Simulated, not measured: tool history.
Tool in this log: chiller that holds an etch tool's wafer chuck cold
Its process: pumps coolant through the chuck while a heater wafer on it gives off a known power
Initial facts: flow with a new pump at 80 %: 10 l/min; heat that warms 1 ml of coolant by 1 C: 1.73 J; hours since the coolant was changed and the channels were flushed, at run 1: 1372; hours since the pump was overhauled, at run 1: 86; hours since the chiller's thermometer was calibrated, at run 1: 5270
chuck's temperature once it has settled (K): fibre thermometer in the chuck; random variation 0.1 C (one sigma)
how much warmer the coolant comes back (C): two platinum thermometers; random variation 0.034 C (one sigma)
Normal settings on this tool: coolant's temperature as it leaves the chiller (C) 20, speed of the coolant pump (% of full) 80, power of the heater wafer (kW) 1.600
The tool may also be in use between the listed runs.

run   hour  coolant's temperature as it leaves the chiller (C)  speed of the coolant pump (% of full)  power of the heater wafer (kW)  hours since the coolant was changed and the channels were flushed  hours since the pump was overhauled  hours since the chiller's thermometer was calibrated  chuck's temperature once it has settled (K)  how much warmer the coolant comes back (C)
  1    0.0                                                  20                                     80                           1.600                                                               1372                                   86                                                  5270                                       309.85                                        5.56
      21.2  -- chiller's thermometer calibrated
  2   51.8                                                  20                                     80                           1.600                                                               1423                                  136                                                    31                                       309.65                                        5.57
  3  108.2                                                  20                                     80                           1.600                                                               1479                                  193                                                    87                                       309.75                                        5.55
  4  137.8                                                  20                                     80                           1.600                                                               1509                                  222                                                   117                                       309.65                                        5.53
  5  178.6                                                  20                                     80                           1.600                                                               1549                                  263                                                   157                                       309.75                                        5.49
  6  221.5                                                  20                                     80                           1.600                                                               1592                                  306                                                   200                                       309.85                                        5.56
  7  289.7                                                  20                                     80                           1.545                                                               1660                                  374                                                   269                                       309.45                                        5.39
  8  337.8                                                  13                                     80                           1.600                                                               1709                                  422                                                   317                                       302.85                                        5.54
  9  398.3                                                  13                                     80                           1.600                                                               1769                                  483                                                   377                                       302.95                                        5.50
 10  429.5                                                  13                                     69                           1.600                                                               1800                                  514                                                   408                                       304.75                                        6.43
 11  470.9                                                  24                                     80                           1.600                                                               1842                                  555                                                   450                                       313.95                                        5.52
 12  534.6                                                  13                                     80                           1.039                                                               1905                                  619                                                   513                                       297.15                                        3.57
 13  584.9                                                  12                                     80                           0.806                                                               1956                                  670                                                   564                                       293.55                                        2.86
 14  622.3                                                  19                                     77                           1.623                                                               1993                                  707                                                   601                                       309.65                                        5.88
 15  673.4                                                  12                                     80                           2.091                                                               2044                                  758                                                   652                                       307.35                                        7.26
 16  702.5                                                  12                                     80                           2.091                                                               2073                                  787                                                   681                                       307.15                                        7.27
 17  756.4                                                  20                                     89                           2.091                                                               2127                                  841                                                   735                                       313.55                                        6.49

Each row is a separate what-if for the run after 17, all from the same tool condition, not one after another. Results?
  A  797.1                                                  10                                     85                           1.323                                                               2168                                  882                                                   776                                            ?                                           ?
  B  797.1                                                  20                                     85                           1.068                                                               2168                                  882                                                   776                                            ?                                           ?
  C  797.1                                                  20                                     80                           2.310                                                               2168                                  882                                                   776                                            ?                                           ?
  D  797.1                                                  11                                     80                           1.600                                                               2168                                  882                                                   776                                            ?                                           ?
  E  797.1                                                  12                                     95                           1.600                                                               2168                                  882                                                   776                                            ?                                           ?

run  chuck's temperature once it has settled (K)  how much warmer the coolant comes back (C)
  A                                       296.45                                        4.32
  B                                       303.85                                        3.48
  C                                       317.45                                        8.02
  D                                       300.95                                        5.56
  E                                       300.35                                        4.70
Stripped of hidden state, with their random variation kept, the same runs would have yielded:
run  chuck's temperature once it has settled (K)  how much warmer the coolant comes back (C)
  A                                       295.85                                        4.30
  B                                       303.35                                        3.47
  C                                       316.45                                        7.98
  D                                       300.25                                        5.53
  E                                       299.65                                        4.67

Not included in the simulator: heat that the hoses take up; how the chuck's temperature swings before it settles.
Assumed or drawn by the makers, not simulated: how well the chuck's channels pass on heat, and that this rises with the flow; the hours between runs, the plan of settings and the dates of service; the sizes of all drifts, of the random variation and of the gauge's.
